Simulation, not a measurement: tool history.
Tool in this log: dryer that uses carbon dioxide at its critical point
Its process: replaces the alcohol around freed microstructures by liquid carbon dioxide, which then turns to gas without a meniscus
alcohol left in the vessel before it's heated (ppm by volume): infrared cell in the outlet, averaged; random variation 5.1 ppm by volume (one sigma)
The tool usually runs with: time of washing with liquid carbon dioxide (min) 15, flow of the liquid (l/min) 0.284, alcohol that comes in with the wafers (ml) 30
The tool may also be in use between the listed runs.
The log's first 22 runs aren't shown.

run   hour  time of washing with liquid carbon dioxide (min)  flow of the liquid (l/min)  alcohol that comes in with the wafers (ml)  hours of work since the filter was changed  hours of work since the purifier's bed was changed  alcohol left in the vessel before it's heated (ppm by volume)
 23  128.1                                                15                       0.408                                          24                                          78                                                 129                                                             49
 24  134.6                                                19                       0.186                                          35                                          81                                                 133                                                            291
 25  140.6                                                19                       0.186                                          35                                          85                                                 136                                                            291
 26  145.4                                                21                       0.284                                          30                                          88                                                 139                                                             45
 27  151.0                                                21                       0.284                                          30                                          91                                                 142                                                             39
 28  156.4                                                15                       0.229                                          30                                          94                                                 146                                                            308
 29  160.9                                                15                       0.229                                          30                                          97                                                 148                                                            310
 30  164.6                                                15                       0.395                                          30                                          99                                                 150                                                             52
 31  171.4                                                15                       0.395                                          30                                         103                                                 154                                                             47
 32  180.1                                                15                       0.261                                          30                                         108                                                 159                                                            181
 33  188.1                                                15                       0.261                                          30                                         113                                                 164                                                            174

Consider 5 possible next runs. They are alternatives, not a sequence: every one starts from the tool as it was left by run 33. What does each give?
  A  193.3                                                13                       0.285                                          25                                         116                                                 167                                                              ?
  B  193.3                                                15                       0.299                                          30                                         116                                                 167                                                              ?
  C  193.3                                                15                       0.284                                          66                                         116                                                 167                                                              ?
  D  193.3                                                15                       0.197                                          42                                         116                                                 167                                                              ?
  E  193.3                                                22                       0.284                                          30                                         116                                                 167                                                              ?

run  alcohol left in the vessel before it's heated (ppm by volume)
  A                                                            201
  B                                                             96
  C                                                            217
  D                                                            872
  E                                                             50
Stripped of hidden state, with their random variation kept, the same runs would have yielded:
run  alcohol left in the vessel before it's heated (ppm by volume)
  A                                                            124
  B                                                             41
  C                                                            131
  D                                                            667
  E                                                              9

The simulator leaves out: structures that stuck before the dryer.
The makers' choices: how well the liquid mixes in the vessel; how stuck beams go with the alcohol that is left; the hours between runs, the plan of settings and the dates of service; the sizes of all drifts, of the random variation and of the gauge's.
